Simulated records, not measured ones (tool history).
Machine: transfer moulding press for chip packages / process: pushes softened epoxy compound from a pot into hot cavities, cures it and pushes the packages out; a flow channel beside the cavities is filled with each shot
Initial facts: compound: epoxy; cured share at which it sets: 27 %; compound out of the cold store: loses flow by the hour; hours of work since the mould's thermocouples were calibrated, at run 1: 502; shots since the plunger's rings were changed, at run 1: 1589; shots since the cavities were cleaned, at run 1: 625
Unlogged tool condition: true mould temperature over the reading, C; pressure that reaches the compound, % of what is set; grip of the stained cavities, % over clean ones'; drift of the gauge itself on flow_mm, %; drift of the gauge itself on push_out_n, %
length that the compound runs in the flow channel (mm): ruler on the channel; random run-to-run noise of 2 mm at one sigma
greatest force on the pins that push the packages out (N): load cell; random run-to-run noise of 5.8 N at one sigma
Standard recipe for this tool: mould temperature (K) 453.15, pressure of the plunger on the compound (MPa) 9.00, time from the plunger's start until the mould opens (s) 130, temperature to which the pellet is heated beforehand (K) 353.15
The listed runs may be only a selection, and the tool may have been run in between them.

run,hour,mould temperature (K),pressure of the plunger on the compound (MPa),time from the plunger's start until the mould opens (s),temperature to which the pellet is heated beforehand (K),hours of work since the mould's thermocouples were calibrated,shots since the plunger's rings were changed,shots since the cavities were cleaned,incoming compound's hours out of the cold store,length that the compound runs in the flow channel (mm),greatest force on the pins that push the packages out (N)
1,0.0,453.15,9.00,130,353.15,502,1589,625,34.4,499,297
# hour 4.9: cavities cleaned with cleaning compound and waxed
# hour 19.2: mould's thermocouples calibrated
2,24.7,453.15,9.00,130,353.15,3,1726,115,42.6,476,241
3,48.1,453.15,9.00,130,353.15,13,1878,267,34.0,501,267
4,75.9,449.15,9.00,130,353.15,26,2059,448,13.2,574,401
5,96.1,456.15,9.00,130,353.15,35,2190,579,16.5,548,288
# hour 108.2: cavities cleaned with cleaning compound and waxed
6,121.3,456.15,9.00,130,353.15,46,2343,85,11.8,563,209
7,149.3,456.15,9.00,130,353.15,58,2525,267,30.2,502,240
8,164.5,456.15,9.00,130,353.15,65,2624,366,19.2,534,265
9,184.3,456.15,9.00,130,353.15,74,2752,494,37.0,481,269
10,207.1,456.15,9.00,130,353.15,85,2900,642,20.2,529,296
# hour 209.9: cavities cleaned with cleaning compound and waxed
11,224.5,456.15,9.00,130,353.15,92,3003,95,41.6,468,218
12,245.4,456.15,9.00,130,353.15,101,3138,230,16.6,541,240
13,259.8,453.15,9.00,130,353.15,108,3232,324,45.9,456,275
14,271.7,453.15,9.00,130,353.15,113,3310,402,24.8,517,291
15,287.1,453.15,8.12,130,353.15,120,3409,501,42.0,447,306
16,298.6,453.15,8.12,130,353.15,125,3484,576,12.2,530,318
# hour 311.7: cavities cleaned with cleaning compound and waxed
17,318.6,453.15,8.12,130,353.15,134,3604,45,22.1,495,230
18,337.2,446.15,9.00,143,343.15,142,3725,166,21.1,539,326
19,353.8,446.15,9.00,143,343.15,150,3832,273,33.0,501,339
20,376.9,454.15,10.41,169,353.15,160,3982,423,19.8,566,247
21,400.0,453.15,10.95,131,353.15,171,4132,573,26.8,555,320
# hour 413.6: cavities cleaned with cleaning compound and waxed
# hour 423.6: plunger's sealing rings changed
22,428.1,453.15,10.95,131,353.15,182,29,77,31.8,567,220
23,442.5,447.15,10.56,168,354.15,188,123,171,14.0,635,229
24,454.4,452.15,10.56,128,360.15,194,200,248,32.0,560,274
25,470.1,452.15,7.10,137,344.15,201,302,350,19.5,493,275
26,495.0,452.15,7.10,137,344.15,212,464,512,9.1,523,324
# hour 517.8: cavities cleaned with cleaning compound and waxed
27,523.4,452.15,10.12,118,344.15,224,638,36,20.2,586,280

Consider 4 possible next runs. They are alternatives, not a sequence: every one starts from the tool as it was left by run 27. What does each give?
A,549.7,453.15,6.86,130,353.15,236,808,206,45.2,?,?
B,549.7,452.15,10.12,118,347.15,236,808,206,43.5,?,?
C,549.7,446.15,9.00,136,353.15,236,808,206,12.1,?,?
D,549.7,448.15,10.12,118,344.15,236,808,206,30.6,?,?

run,length that the compound runs in the flow channel (mm),greatest force on the pins that push the packages out (N)
A,415,235
B,508,290
C,585,371
D,554,402
Stripped of hidden state, with their random variation kept, the same runs would have yielded:
run,length that the compound runs in the flow channel (mm),greatest force on the pins that push the packages out (N)
A,420,187
B,514,235
C,592,307
D,561,330
